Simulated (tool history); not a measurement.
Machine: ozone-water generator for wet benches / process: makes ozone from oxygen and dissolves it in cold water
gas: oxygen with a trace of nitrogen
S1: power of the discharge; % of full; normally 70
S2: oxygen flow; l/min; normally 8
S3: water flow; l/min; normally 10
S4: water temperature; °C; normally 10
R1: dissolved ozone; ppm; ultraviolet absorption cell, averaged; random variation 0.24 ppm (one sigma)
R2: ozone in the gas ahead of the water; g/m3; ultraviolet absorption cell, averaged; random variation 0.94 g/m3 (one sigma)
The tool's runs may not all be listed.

run,day,S1,S2,S3,S4,R1,R2
1,0,70,8,10,10,30.4,133.7
2,8.738,57,8,10,10,26.9,118.9
3,13.504,57,8,10,9,27.3,118.6
4,19.854,57,8,10,9,27,117.6
5,24.9,70,8,9,10,31.1,131
6,32.846,70,8,9,10,31,131.2
# day 38.692: water thermometer calibrated
7,40.908,70,8,9,10,30.7,129.7
8,48.838,70,8,10,17,25,129.5
9,53.933,70,8,10,17,24.9,127.8
10,58.504,70,8,10,10,28.7,127.7
11,65.438,70,10.95,10,10,25.3,101.5
12,72.621,70,10.95,10,10,25.1,102.2
13,80.358,59,8,10,5,28.2,113.8
14,88.558,70,8,8,10,30.9,124.4
15,97.579,99,13.16,7,8,32.1,106.2
16,101.433,74,4.52,10,10,32.2,186.7
17,108.225,74,4.52,10,10,31.7,185.1
18,113.388,93,4.73,16,7,26.6,197.7
19,121.329,70,4.66,10,10,30.5,176.1
20,128.804,70,4.66,10,10,29.9,174.2
21,133.662,75,8,10,17,23.2,123.8

Predict the results of run 22:
22,137.983,75,8,10,17,?,?

R1: 22.7 ppm
R2: 123.9 g/m3
Were there no unlogged condition in the tool, this run, its random variation unchanged, would have produced R1 33.1 ppm, R2 167.9 g/m3.
